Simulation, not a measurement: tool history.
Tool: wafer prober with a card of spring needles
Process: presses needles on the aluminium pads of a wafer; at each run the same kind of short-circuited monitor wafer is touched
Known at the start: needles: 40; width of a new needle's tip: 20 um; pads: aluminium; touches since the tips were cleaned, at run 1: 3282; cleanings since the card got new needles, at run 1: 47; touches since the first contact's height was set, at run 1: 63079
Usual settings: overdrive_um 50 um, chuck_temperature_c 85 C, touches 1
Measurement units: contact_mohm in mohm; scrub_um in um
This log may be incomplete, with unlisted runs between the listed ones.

run   hour  overdrive_um  chuck_temperature_c  touches  touches since the tips were cleaned  cleanings since the card got new needles  touches since the first contact's height was set  contact_mohm  scrub_um
  1    0.0            50                   85        1                                 3282                                        47                                             63079          1003    12.479
       1.8  -- tips cleaned on abrasive film
       8.7  -- height of the first contact set anew
      10.5  -- tips cleaned on abrasive film
      17.6  -- tips cleaned on abrasive film
  2   18.0            50                   85        1                                  162                                        50                                              4495           287    12.636
      26.4  -- tips cleaned on abrasive film
      34.1  -- tips cleaned on abrasive film
  3   34.1            50                   85        1                                    0                                        52                                             12426           273    12.612
      42.5  -- tips cleaned on abrasive film
      50.5  -- tips cleaned on abrasive film
  4   52.0            50                   85        1                                  737                                        54                                             21206           493    12.580
      58.6  -- tips cleaned on abrasive film
      66.8  -- tips cleaned on abrasive film
      74.6  -- tips cleaned on abrasive film
  5   79.3            50                   85        1                                 2325                                        57                                             34615           881    12.569
      82.5  -- tips cleaned on abrasive film
      90.9  -- tips cleaned on abrasive film
      98.8  -- tips cleaned on abrasive film
  6  105.2            50                   85        1                                 3154                                        60                                             47288          1076    12.523
     106.7  -- tips cleaned on abrasive film
     111.8  -- tips cleaned on abrasive film, once more
     118.9  -- tips cleaned on abrasive film
  7  121.9            50                   85        1                                 1487                                        63                                             55432           745    12.487
     127.2  -- tips cleaned on abrasive film
     134.3  -- tips cleaned on abrasive film
  8  135.2            50                   45        1                                  460                                        65                                             61959           428    12.464
     142.2  -- tips cleaned on abrasive film
     146.0  -- height of the first contact set anew
     151.1  -- tips cleaned on abrasive film
  9  151.7            50                   45        1                                  314                                        67                                              2807           333    12.637
     158.5  -- tips cleaned on abrasive film
 10  164.3            50                   85        1                                 2885                                        68                                              9020          1053    12.635
     166.0  -- tips cleaned on abrasive film
     174.7  -- tips cleaned on abrasive film
     182.7  -- tips cleaned on abrasive film
     191.5  -- tips cleaned on abrasive film
 11  192.0            50                   85        1                                  283                                        72                                             22572           358    12.582
     198.7  -- tips cleaned on abrasive film
     207.1  -- tips cleaned on abrasive film
     215.3  -- tips cleaned on abrasive film
 12  215.3            32                   85        1                                    0                                        75                                             33985           432     7.986
     223.7  -- tips cleaned on abrasive film
     232.0  -- tips cleaned on abrasive film
     240.5  -- tips cleaned on abrasive film
 13  240.5            32                   85        1                                    0                                        78                                             46332           356     7.944
     248.5  -- tips cleaned on abrasive film
     256.4  -- tips cleaned on abrasive film
     265.2  -- tips cleaned on abrasive film
 14  266.3            50                   85        2                                  568                                        81                                             59001           378    12.481
     273.0  -- tips cleaned on abrasive film
     281.1  -- tips cleaned on abrasive film
     282.9  -- height of the first contact set anew
     290.0  -- tips cleaned on abrasive film
 15  293.5            59                   85        2                                 1729                                        84                                              5196           452    14.929
     298.4  -- tips cleaned on abrasive film
     307.2  -- tips cleaned on abrasive film
     315.6  -- tips cleaned on abrasive film
 16  316.4            59                   27        1                                  394                                        87                                             16409           356    14.907
     323.3  -- tips cleaned on abrasive film
     331.2  -- tips cleaned on abrasive film
     339.5  -- tips cleaned on abrasive film
 17  339.9            59                   27        1                                  218                                        90                                             27942           300    14.858
     347.0  -- tips cleaned on abrasive film
     354.7  -- tips cleaned on abrasive film
 18  357.8            41                  105        1                                 1539                                        92                                             36698          1011    10.268
     363.1  -- tips cleaned on abrasive film
     371.6  -- tips cleaned on abrasive film
     378.7  -- tips cleaned on abrasive film
 19  384.8            32                   85        1                                 3037                                        95                                             49970          2397     7.960
     386.1  -- tips cleaned on abrasive film
     394.2  -- tips cleaned on abrasive film
     402.7  -- tips cleaned on abrasive film
 20  404.3            30                   85        1                                  786                                        98                                             59510          1261     7.426
     411.4  -- tips cleaned on abrasive film
     420.0  -- tips cleaned on abrasive film
     420.3  -- height of the first contact set anew
     428.8  -- tips cleaned on abrasive film
 21  430.3            40                  103        1                                  748                                       101                                              4917           664    10.129
     436.8  -- tips cleaned on abrasive film
     445.1  -- tips cleaned on abrasive film
 22  448.3            50                   28        3                                 1593                                       103                                             13732           410    12.616
     453.6  -- tips cleaned on abrasive film
     461.8  -- tips cleaned on abrasive film
 23  463.2            50                   28        3                                  703                                       105                                             21036           286    12.569
     469.9  -- tips cleaned on abrasive film
     478.6  -- tips cleaned on abrasive film
     486.4  -- tips cleaned on abrasive film
 24  486.4            50                   28        3                                    0                                       108                                             32406           194    12.557
     495.2  -- tips cleaned on abrasive film
     503.6  -- tips cleaned on abrasive film
     510.7  -- tips cleaned on abrasive film
 25  515.3            32                   28        3                                 2268                                       111                                             46581           895     7.952
     518.4  -- tips cleaned on abrasive film
     526.8  -- tips cleaned on abrasive film
 26  533.0            60                   28        2                                 3060                                       113                                             55289           584    15.016
     534.7  -- tips cleaned on abrasive film
     543.3  -- tips cleaned on abrasive film
     552.1  -- tips cleaned on abrasive film
     557.4  -- height of the first contact set anew
     561.0  -- tips cleaned on abrasive film
 27  561.6            43                  119        1                                  323                                       117                                              2056           454    10.889
     568.2  -- tips cleaned on abrasive film
     576.8  -- tips cleaned on abrasive film
 28  581.3            43                  119        1                                 2255                                       119                                             11713          1213    10.853

Below are 3 alternative next runs, each starting from the tool's condition after run 28. Predict each:
     584.9  -- tips cleaned on abrasive film
     593.3  -- tips cleaned on abrasive film
  A  599.3            33                   47        2                                 2967                                       121                                             20543             ?         ?
     584.9  -- tips cleaned on abrasive film
     593.3  -- tips cleaned on abrasive film
  B  599.3            43                   69        1                                 2967                                       121                                             20543             ?         ?
     584.9  -- tips cleaned on abrasive film
     593.3  -- tips cleaned on abrasive film
  C  599.3            38                   85        1                                 2967                                       121                                             20543             ?         ?

run  contact_mohm  scrub_um
  A          1436     8.292
  B          1360    10.824
  C          1641     9.563
Had the tool no hidden state, the same runs would have come out as:
run  contact_mohm  scrub_um
  A           193     8.345
  B           181    10.877
  C           192     9.616

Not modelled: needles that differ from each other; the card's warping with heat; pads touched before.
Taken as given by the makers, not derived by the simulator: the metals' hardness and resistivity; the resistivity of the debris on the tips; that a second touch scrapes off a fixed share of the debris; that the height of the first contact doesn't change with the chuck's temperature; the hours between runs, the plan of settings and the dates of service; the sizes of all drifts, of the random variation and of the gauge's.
